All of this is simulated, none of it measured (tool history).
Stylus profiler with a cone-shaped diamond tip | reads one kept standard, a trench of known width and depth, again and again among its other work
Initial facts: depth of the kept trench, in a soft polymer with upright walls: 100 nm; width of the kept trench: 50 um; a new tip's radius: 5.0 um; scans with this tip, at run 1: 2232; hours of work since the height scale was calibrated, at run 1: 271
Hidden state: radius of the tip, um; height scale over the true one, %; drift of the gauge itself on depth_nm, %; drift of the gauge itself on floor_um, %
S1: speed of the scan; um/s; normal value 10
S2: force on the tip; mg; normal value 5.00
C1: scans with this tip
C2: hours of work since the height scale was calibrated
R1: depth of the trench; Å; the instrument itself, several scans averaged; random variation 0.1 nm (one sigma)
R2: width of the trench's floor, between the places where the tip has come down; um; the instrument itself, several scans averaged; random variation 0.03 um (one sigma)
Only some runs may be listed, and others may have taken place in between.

| run | hour | S1 | S2 | C1 | C2 | R1 | R2 |
|---|---|---|---|---|---|---|---|
| 1 | 0.0 | 10 | 5.00 | 2232 | 271 | 1011.9 | 47.69 |
| 2 | 10.9 | 10 | 4.55 | 2281 | 277 | 1009.2 | 47.68 |
| 3 | 21.7 | 10 | 4.55 | 2331 | 283 | 1011.0 | 47.64 |
| 4 | 30.9 | 10 | 4.55 | 2373 | 288 | 1009.6 | 47.63 |
| 5 | 38.4 | 10 | 4.55 | 2407 | 292 | 1009.6 | 47.66 |
| 6 | 53.8 | 10 | 4.55 | 2477 | 300 | 1008.2 | 47.64 |
| 7 | 69.2 | 31 | 4.55 | 2547 | 309 | 1008.4 | 47.60 |
| 8 | 78.2 | 10 | 12.03 | 2588 | 314 | 1020.0 | 47.66 |
| 9 | 91.4 | 10 | 12.03 | 2648 | 321 | 1020.2 | 47.68 |
| 10 | 104.2 | 2 | 5.00 | 2707 | 328 | 1011.1 | 47.59 |

The next listed run, before its measurement:
| 11 | 116.4 | 10 | 4.35 | 2762 | 335 | ? | ? |

R1: 1008.8 Å
R2: 47.70 um
With no hidden state in the tool, this same run would have given R1 1010.2 Å, R2 48.05 um.

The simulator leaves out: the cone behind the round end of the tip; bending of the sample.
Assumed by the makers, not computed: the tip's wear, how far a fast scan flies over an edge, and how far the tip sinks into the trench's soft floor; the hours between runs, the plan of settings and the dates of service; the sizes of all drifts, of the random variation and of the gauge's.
